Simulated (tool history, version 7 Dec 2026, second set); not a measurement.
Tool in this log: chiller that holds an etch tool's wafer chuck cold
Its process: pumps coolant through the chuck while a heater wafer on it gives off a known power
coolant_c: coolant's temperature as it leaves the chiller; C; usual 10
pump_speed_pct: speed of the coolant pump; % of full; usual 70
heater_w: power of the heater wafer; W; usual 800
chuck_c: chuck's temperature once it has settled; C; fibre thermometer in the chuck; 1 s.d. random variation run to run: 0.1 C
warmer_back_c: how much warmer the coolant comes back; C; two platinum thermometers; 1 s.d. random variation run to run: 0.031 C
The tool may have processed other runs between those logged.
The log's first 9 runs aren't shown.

Run 10, hour 1110.1: usual settings. Result: chuck_c 18.4 C, warmer_back_c 3.13 C.
Run 11, hour 1237.1: usual settings. Result: chuck_c 18.3 C, warmer_back_c 3.14 C.
Run 12, hour 1342.0: usual settings. Result: chuck_c 18.2 C, warmer_back_c 3.16 C.
Run 13, hour 1437.8: usual settings but coolant_c 16 C. Result: chuck_c 24.5 C, warmer_back_c 3.16 C.
Run 14, hour 1583.9: usual settings but coolant_c 16 C. Result: chuck_c 24.4 C, warmer_back_c 3.19 C.
Run 15, hour 1671.6: usual settings but coolant_c 16 C. Result: chuck_c 24.5 C, warmer_back_c 3.16 C.
Run 16, hour 1801.9: usual settings but coolant_c 16 C. Result: chuck_c 24.6 C, warmer_back_c 3.14 C.
Run 17, hour 1920.9: usual settings but coolant_c 13 C, pump_speed_pct 94 % of full, heater_w 954 W. Result: chuck_c 21.0 C, warmer_back_c 2.88 C.
Run 18, hour 2060.0: usual settings but pump_speed_pct 76 % of full. Result: chuck_c 18.1 C, warmer_back_c 2.93 C.
Run 19, hour 2175.3: usual settings but pump_speed_pct 76 % of full. Result: chuck_c 18.2 C, warmer_back_c 2.99 C.
Run 20, hour 2250.3: usual settings but pump_speed_pct 76 % of full, heater_w 530 W. Result: chuck_c 15.5 C, warmer_back_c 1.99 C.
Run 21, hour 2380.9: usual settings but coolant_c 5 C, heater_w 1097 W. Result: chuck_c 17.3 C, warmer_back_c 4.43 C.
Run 22, hour 2467.8: usual settings but coolant_c 9 C, heater_w 832 W. Result: chuck_c 18.3 C, warmer_back_c 3.37 C.
Run 23, hour 2578.9: usual settings but coolant_c 9 C, heater_w 832 W. Result: chuck_c 18.3 C, warmer_back_c 3.36 C.
Run 24, hour 2708.1: usual settings but coolant_c 9 C, heater_w 832 W. Result: chuck_c 18.2 C, warmer_back_c 3.42 C.
Run 25, hour 2790.6: usual settings but coolant_c 7 C, pump_speed_pct 62 % of full, heater_w 442 W. Result: chuck_c 12.2 C, warmer_back_c 2.01 C.
Run 26, hour 2871.0: usual settings but coolant_c 2 C, pump_speed_pct 96 % of full, heater_w 871 W. Result: chuck_c 9.5 C, warmer_back_c 2.60 C.
Run 27, hour 2942.7: usual settings but coolant_c 14 C, pump_speed_pct 73 % of full, heater_w 521 W. Result: chuck_c 19.4 C, warmer_back_c 2.06 C.
Run 28, hour 3056.7: usual settings but pump_speed_pct 71 % of full. Result: chuck_c 18.9 C, warmer_back_c 3.24 C.
At hour 3105.9: coolant changed, channels flushed.
Run 29, hour 3190.4: usual settings but pump_speed_pct 71 % of full. Result: chuck_c 17.6 C, warmer_back_c 3.24 C.
Run 30, hour 3301.8: usual settings but pump_speed_pct 71 % of full. Result: chuck_c 17.4 C, warmer_back_c 3.27 C.
Run 31, hour 3385.8: usual settings but pump_speed_pct 80 % of full, heater_w 974 W. Result: chuck_c 18.5 C, warmer_back_c 3.51 C.
Run 32, hour 3496.4: usual settings but pump_speed_pct 80 % of full, heater_w 974 W. Result: chuck_c 18.6 C, warmer_back_c 3.57 C.

Forecast each of these 4 alternatives for the next run:
Run A, hour 3601.4: usual settings but heater_w 553 W. Result: chuck_c ?, warmer_back_c ?.
Run B, hour 3601.4: usual settings but coolant_c 15 C, pump_speed_pct 80 % of full, heater_w 719 W. Result: chuck_c ?, warmer_back_c ?.
Run C, hour 3601.4: usual settings but coolant_c 11 C, pump_speed_pct 80 % of full, heater_w 574 W. Result: chuck_c ?, warmer_back_c ?.
Run D, hour 3601.4: usual settings but coolant_c 14 C, pump_speed_pct 65 % of full, heater_w 974 W. Result: chuck_c ?, warmer_back_c ?.

run  chuck_c  warmer_back_c
  A     15.2           2.29
  B     21.2           2.65
  C     15.7           2.14
  D     24.2           4.41
Stripped of hidden state, with their random variation kept, the same runs would have yielded:
run  chuck_c  warmer_back_c
  A     15.2           2.05
  B     21.2           2.38
  C     15.8           1.92
  D     23.7           3.96
